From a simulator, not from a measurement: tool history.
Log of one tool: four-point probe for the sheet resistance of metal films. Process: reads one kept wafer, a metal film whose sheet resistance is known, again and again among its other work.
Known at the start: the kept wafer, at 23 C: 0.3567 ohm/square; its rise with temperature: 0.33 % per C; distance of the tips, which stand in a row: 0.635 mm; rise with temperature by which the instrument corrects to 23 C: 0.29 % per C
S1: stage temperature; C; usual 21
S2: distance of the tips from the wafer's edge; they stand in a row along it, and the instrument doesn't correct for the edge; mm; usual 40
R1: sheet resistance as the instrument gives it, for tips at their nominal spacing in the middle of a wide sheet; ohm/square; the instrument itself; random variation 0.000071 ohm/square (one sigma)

{"run": 1, "hour": 0.0, "S1": 21, "S2": 40, "R1": 0.358451}
{"run": 2, "hour": 30.3, "S1": 31, "S2": 40, "R1": 0.359908}
{"run": 3, "hour": 50.2, "S1": 27, "S2": 40, "R1": 0.359341}
{"run": 4, "hour": 78.3, "S1": 35, "S2": 40, "R1": 0.360434}
{"run": 5, "hour": 103.5, "S1": 21, "S2": 12, "R1": 0.359137}
{"run": 6, "hour": 145.2, "S1": 21, "S2": 12, "R1": 0.359098}
{"run": 7, "hour": 186.5, "S1": 21, "S2": 12, "R1": 0.359298}
{"run": 8, "hour": 218.1, "S1": 21, "S2": 12, "R1": 0.359284}
{"run": 9, "hour": 250.1, "S1": 21, "S2": 12, "R1": 0.359301}
{"run": 10, "hour": 295.3, "S1": 21, "S2": 12, "R1": 0.359258}
{"run": 11, "hour": 334.0, "S1": 21, "S2": 32, "R1": 0.358908}
{"run": 12, "hour": 362.3, "S1": 18, "S2": 48, "R1": 0.358538}
{"run": 13, "hour": 401.0, "S1": 18, "S2": 48, "R1": 0.358645}
{"run": 14, "hour": 444.2, "S1": 23, "S2": 26, "R1": 0.359378}
{"run": 15, "hour": 477.6, "S1": 23, "S2": 26, "R1": 0.359397}
{"run": 16, "hour": 508.2, "S1": 23, "S2": 26, "R1": 0.359457}
{"run": 17, "hour": 530.3, "S1": 21, "S2": 39, "R1": 0.359204}
{"run": 18, "hour": 553.8, "S1": 25, "S2": 9, "R1": 0.360643}
{"run": 19, "hour": 572.9, "S1": 25, "S2": 14, "R1": 0.36025}

3 ways to go on from here, each from the tool as it stands after run 19. What would each give?
{"run": "A", "hour": 617.2, "S1": 19, "S2": 7, "R1": "?"}
{"run": "B", "hour": 617.2, "S1": 22, "S2": 60, "R1": "?"}
{"run": "C", "hour": 617.2, "S1": 34, "S2": 38, "R1": "?"}

run=A R1=0.360533
run=B R1=0.359359
run=C R1=0.360979
Without the tool's hidden state the same runs would have given:
run=A R1=0.357741
run=B R1=0.356582
run=C R1=0.358214

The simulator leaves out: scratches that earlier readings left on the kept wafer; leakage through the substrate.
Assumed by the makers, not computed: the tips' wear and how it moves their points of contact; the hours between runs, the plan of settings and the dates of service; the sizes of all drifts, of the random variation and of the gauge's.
